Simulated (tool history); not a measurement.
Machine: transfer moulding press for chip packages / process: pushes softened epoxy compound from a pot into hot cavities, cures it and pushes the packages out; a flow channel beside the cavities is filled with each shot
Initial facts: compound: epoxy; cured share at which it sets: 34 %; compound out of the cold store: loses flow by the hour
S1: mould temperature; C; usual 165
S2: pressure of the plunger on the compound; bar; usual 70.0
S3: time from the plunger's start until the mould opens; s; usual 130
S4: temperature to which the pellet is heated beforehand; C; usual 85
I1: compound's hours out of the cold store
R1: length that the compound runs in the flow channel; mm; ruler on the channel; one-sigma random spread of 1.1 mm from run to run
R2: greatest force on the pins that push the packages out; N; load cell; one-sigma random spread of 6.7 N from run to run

run   hour   S1    S2   S3  S4    I1   R1   R2
  1    0.0  165  70.0  130  85  10.2  788  408
  2   10.5  165  70.0  130  85  13.9  777  418
      16.3  -- cavities cleaned with cleaning compound and waxed
  3   29.7  165  70.0  130  85  15.6  768  466
  4   44.7  165  70.0  130  85  43.5  685  439
  5   54.8  165  70.0  120  85  39.4  694  482
  6   64.4  165  70.0  120  85  34.3  709  522
  7   77.6  165  70.0  120  85  31.9  716  523
  8   94.6  161  70.0  130  85  34.4  729  630
     100.7  -- cavities cleaned with cleaning compound and waxed
     116.0  -- cavities cleaned with cleaning compound and waxed, once more
  9  117.3  161  70.0  130  85  38.5  715  332
 10  137.9  161  70.0  130  85  37.0  717  398
     150.9  -- plunger's sealing rings changed
 11  157.3  161  70.0  130  85  27.8  764  451
 12  170.2  165  70.0  130  85   9.9  802  373
 13  186.4  165  70.0  130  85  19.8  767  395
     202.2  -- cavities cleaned with cleaning compound and waxed
 14  202.2  165  70.0  130  85  43.2  693  269
 15  215.7  159  70.0  130  94  40.9  730  432
 16  235.9  159  66.7  135  94  31.0  744  464
 17  257.1  164  66.7  122  94  42.0  684  419
     266.4  -- mould's thermocouples calibrated
 18  268.8  164  66.7  122  94  26.7  730  458
 19  282.0  169  77.6  122  94  38.5  721  375
     286.9  -- cavities cleaned with cleaning compound and waxed
 20  304.2  170  68.8  155  94  23.9  719  257
 21  325.4  170  86.5  155  94  18.4  823  290
 22  344.1  170  86.5  155  94  43.6  737  318
 23  361.2  162  70.0  161  94  19.9  776  381
     370.0  -- cavities cleaned with cleaning compound and waxed
 24  382.4  165  67.0  130  79  16.1  754  311

What will run 25 give?
 25  403.9  165  67.0  130  79  14.0   ?   ?

Run 25 measured R1 761 mm, R2 346 N.
Take away the tool's hidden state, keep the run-to-run variation as it was, and the same run would have given R1 775 mm, R2 278 N.
